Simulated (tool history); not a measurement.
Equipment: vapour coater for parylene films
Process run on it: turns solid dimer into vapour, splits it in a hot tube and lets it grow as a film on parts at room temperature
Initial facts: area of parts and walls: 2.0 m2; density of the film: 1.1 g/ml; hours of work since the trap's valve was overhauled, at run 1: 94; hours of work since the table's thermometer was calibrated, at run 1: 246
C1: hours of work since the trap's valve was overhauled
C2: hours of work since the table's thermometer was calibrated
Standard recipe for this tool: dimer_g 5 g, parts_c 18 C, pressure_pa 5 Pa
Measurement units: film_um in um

run 1 day=0 | dimer_g=5 parts_c=18 pressure_pa=5 | C1=94 C2=246 | film_um=1.502
run 2 day=0.767 | dimer_g=5 parts_c=18 pressure_pa=5 | C1=111 C2=263 | film_um=1.497
run 3 day=1.167 | dimer_g=5 parts_c=18 pressure_pa=5 | C1=119 C2=271 | film_um=1.485
run 4 day=1.621 | dimer_g=5 parts_c=18 pressure_pa=3.67 | C1=129 C2=281 | film_um=1.596
run 5 day=1.95 | dimer_g=5 parts_c=18 pressure_pa=5 | C1=136 C2=288 | film_um=1.492
run 6 day=2.425 | dimer_g=4 parts_c=18 pressure_pa=5 | C1=146 C2=298 | film_um=1.187
run 7 day=2.804 | dimer_g=6 parts_c=18 pressure_pa=5 | C1=154 C2=306 | film_um=1.788
run 8 day=3.496 | dimer_g=5 parts_c=24 pressure_pa=9.73 | C1=169 C2=321 | film_um=1.047
run 9 day=3.996 | dimer_g=4 parts_c=22 pressure_pa=2.29 | C1=179 C2=331 | film_um=1.228
run 10 day=4.525 | dimer_g=3 parts_c=13 pressure_pa=4.26 | C1=191 C2=343 | film_um=1.09
run 11 day=5.267 | dimer_g=3 parts_c=13 pressure_pa=4.26 | C1=206 C2=358 | film_um=1.092
run 12 day=6.021 | dimer_g=6 parts_c=18 pressure_pa=5 | C1=222 C2=374 | film_um=1.777

Pick out some run-to-run changes in film_um. Of each, how much would a tool without hidden state show as well, from the settings, what came in and chance, and how much is left for the hidden state and any gauge scatter not in both results compared?
The tool's hidden condition here consists of: vapour lost through the trap's worn valve, %; true temperature of the parts over the reading, C; drift of the gauge itself on film_um, %.
Run 7 -> 8: dimer_g 6 -> 5, parts_c 18 -> 24, pressure_pa 5 -> 9.73. film_um -0.741 um: hidden state +0.009, all else -0.75.
Run 11 -> 12: dimer_g 3 -> 6, parts_c 13 -> 18, pressure_pa 4.26 -> 5. film_um +0.685 um: hidden state -0.016, all else +0.701.
